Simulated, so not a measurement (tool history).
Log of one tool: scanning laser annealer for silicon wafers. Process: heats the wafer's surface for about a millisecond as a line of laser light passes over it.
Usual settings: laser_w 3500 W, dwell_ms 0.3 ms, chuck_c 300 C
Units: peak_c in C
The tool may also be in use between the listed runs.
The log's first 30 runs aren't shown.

run     day  laser_w  dwell_ms  chuck_c  peak_c
 31  76.425     3494     0.237      300     986
 32  78.479     3269     0.312      264     977
 33  80.029     3269     0.312      264     973
 34  83.388     3269     0.312      264     976
 35  85.425     3269     0.312      264     974
 36  87.754     3180     0.215      300     881
 37  90.696     3180     0.215      300     880
 38  92.896     3177     0.296      300     967
 39  94.346     3500       0.3      262    1025
 40  97.842     3500     0.291      307    1056
 41  99.917     3344     0.222      287     918

Forecast each of these 3 alternatives for the next run:
  A  103.504     3800     0.222      277       ?
  B  103.504     3848     0.339      284       ?
  C  103.504     3507     0.285      328       ?

run  peak_c
  A    1019
  B    1193
  C    1077
Without the tool's hidden state the same runs would have given:
run  peak_c
  A    1020
  B    1194
  C    1077

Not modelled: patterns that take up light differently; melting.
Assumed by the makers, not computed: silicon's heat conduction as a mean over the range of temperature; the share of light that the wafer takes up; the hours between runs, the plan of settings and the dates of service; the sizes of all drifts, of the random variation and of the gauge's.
